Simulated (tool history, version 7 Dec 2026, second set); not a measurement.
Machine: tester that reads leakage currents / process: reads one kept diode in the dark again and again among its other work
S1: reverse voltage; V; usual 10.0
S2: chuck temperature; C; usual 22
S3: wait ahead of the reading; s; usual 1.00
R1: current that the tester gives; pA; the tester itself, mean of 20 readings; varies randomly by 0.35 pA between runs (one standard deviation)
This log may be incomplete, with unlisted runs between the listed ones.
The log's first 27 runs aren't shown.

run 28 hour=1281.3 | S1=2.3 S2=50 S3=0.43 | R1=484.26
run 29 hour=1340.8 | S1=4.7 S2=53 S3=1.89 | R1=777.84
run 30 hour=1400.7 | S1=4.9 S2=20 S3=4.18 | R1=74.84
run 31 hour=1427.7 | S1=10.0 S2=22 S3=1.40 | R1=116.64
run 32 hour=1452.5 | S1=10.0 S2=22 S3=1.40 | R1=116.37
-- hour=1476.4 probe card cleaned and baked
run 33 hour=1481.3 | S1=10.0 S2=26 S3=1.00 | R1=158.72
run 34 hour=1535.8 | S1=10.0 S2=22 S3=2.00 | R1=116.44
run 35 hour=1579.1 | S1=10.0 S2=36 S3=1.00 | R1=331.07
run 36 hour=1632.0 | S1=10.0 S2=36 S3=1.00 | R1=332.89
run 37 hour=1669.5 | S1=1.3 S2=47 S3=1.00 | R1=317.18
run 38 hour=1702.9 | S1=1.3 S2=47 S3=1.00 | R1=314.72
run 39 hour=1744.9 | S1=3.6 S2=37 S3=1.05 | R1=239.11
run 40 hour=1804.9 | S1=17.4 S2=21 S3=1.05 | R1=133.83
run 41 hour=1829.9 | S1=3.4 S2=39 S3=4.34 | R1=267.97

Branching from run 41: 3 alternative next runs. What would each branch give?
run A hour=1881.7 | S1=6.7 S2=31 S3=6.02 | R1=?
run B hour=1881.7 | S1=1.4 S2=22 S3=1.00 | R1=?
run C hour=1881.7 | S1=3.4 S2=58 S3=4.34 | R1=?

run=A R1=197.13
run=B R1=53.37
run=C R1=937.15
Without the tool's hidden state the same runs would have given:
run=A R1=196.95
run=B R1=53.32
run=C R1=936.41
